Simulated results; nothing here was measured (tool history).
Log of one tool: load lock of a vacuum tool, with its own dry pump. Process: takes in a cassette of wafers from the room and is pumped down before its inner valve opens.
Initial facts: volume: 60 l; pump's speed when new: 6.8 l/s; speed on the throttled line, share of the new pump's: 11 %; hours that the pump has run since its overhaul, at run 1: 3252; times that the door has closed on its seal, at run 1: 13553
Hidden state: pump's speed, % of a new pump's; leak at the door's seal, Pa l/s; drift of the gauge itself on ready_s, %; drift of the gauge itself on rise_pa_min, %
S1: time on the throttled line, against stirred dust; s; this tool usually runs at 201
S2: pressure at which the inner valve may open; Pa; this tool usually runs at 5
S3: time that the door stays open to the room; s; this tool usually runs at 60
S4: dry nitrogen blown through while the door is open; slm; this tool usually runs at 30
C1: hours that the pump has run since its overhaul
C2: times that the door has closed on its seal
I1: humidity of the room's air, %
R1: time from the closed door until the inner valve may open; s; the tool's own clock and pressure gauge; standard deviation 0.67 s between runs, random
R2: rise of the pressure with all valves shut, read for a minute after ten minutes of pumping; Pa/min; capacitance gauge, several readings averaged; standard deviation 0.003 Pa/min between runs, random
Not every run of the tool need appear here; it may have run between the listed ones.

run 1 day=0 | S1=201 S2=5 S3=60 S4=30 | C1=3252 C2=13553 | I1=41.6 | R1=271 R2=0.046
run 2 day=2.283 | S1=201 S2=5 S3=60 S4=30 | C1=3307 C2=13659 | I1=45.8 | R1=271.3 R2=0.05
run 3 day=5.812 | S1=201 S2=5 S3=60 S4=30 | C1=3392 C2=13823 | I1=48.2 | R1=271 R2=0.053
run 4 day=9.917 | S1=201 S2=5 S3=60 S4=30 | C1=3490 C2=14014 | I1=42.8 | R1=269.9 R2=0.047
run 5 day=12.896 | S1=201 S2=5 S3=60 S4=30 | C1=3562 C2=14152 | I1=48 | R1=270.2 R2=0.059
run 6 day=15.679 | S1=201 S2=5 S3=60 S4=30 | C1=3629 C2=14281 | I1=45.7 | R1=270.8 R2=0.051
run 7 day=18.633 | S1=201 S2=5 S3=60 S4=30 | C1=3700 C2=14418 | I1=43.7 | R1=271.9 R2=0.054
run 8 day=20.962 | S1=201 S2=5 S3=60 S4=30 | C1=3756 C2=14527 | I1=49.6 | R1=271.3 R2=0.055
run 9 day=23.296 | S1=201 S2=5 S3=60 S4=30 | C1=3812 C2=14635 | I1=47 | R1=271 R2=0.055
run 10 day=25.825 | S1=201 S2=5 S3=60 S4=30 | C1=3872 C2=14753 | I1=45.8 | R1=270.6 R2=0.056
run 11 day=29.654 | S1=201 S2=5 S3=60 S4=30 | C1=3964 C2=14931 | I1=47.5 | R1=270.1 R2=0.054
run 12 day=32.071 | S1=201 S2=5 S3=60 S4=30 | C1=4022 C2=15043 | I1=45.6 | R1=270.2 R2=0.055
run 13 day=34.371 | S1=201 S2=5 S3=60 S4=30 | C1=4077 C2=15150 | I1=42.1 | R1=270.9 R2=0.05
run 14 day=36.508 | S1=201 S2=5 S3=60 S4=30 | C1=4129 C2=15249 | I1=43.7 | R1=271.7 R2=0.05
run 15 day=38.917 | S1=201 S2=5 S3=27 S4=30 | C1=4186 C2=15361 | I1=44.4 | R1=271.2 R2=0.052
run 16 day=40.812 | S1=172 S2=5 S3=36 S4=31 | C1=4232 C2=15449 | I1=44 | R1=244.9 R2=0.057
run 17 day=43.529 | S1=172 S2=5 S3=36 S4=31 | C1=4297 C2=15575 | I1=46.1 | R1=245.2 R2=0.055
run 18 day=46.858 | S1=127 S2=9 S3=79 S4=32 | C1=4377 C2=15730 | I1=45.3 | R1=199.3 R2=0.049
run 19 day=49.946 | S1=131 S2=9 S3=86 S4=32 | C1=4451 C2=15873 | I1=44.6 | R1=202.7 R2=0.06

Predict the results of run 20:
run 20 day=53.942 | S1=201 S2=5 S3=60 S4=7 | C1=4547 C2=16059 | I1=46.1 | R1=? R2=?

R1: 270.8 s
R2: 0.076 Pa/min
On a tool with no hidden condition, and with the same random variation, this run would have come out at R1 266.9 s, R2 0.036 Pa/min.
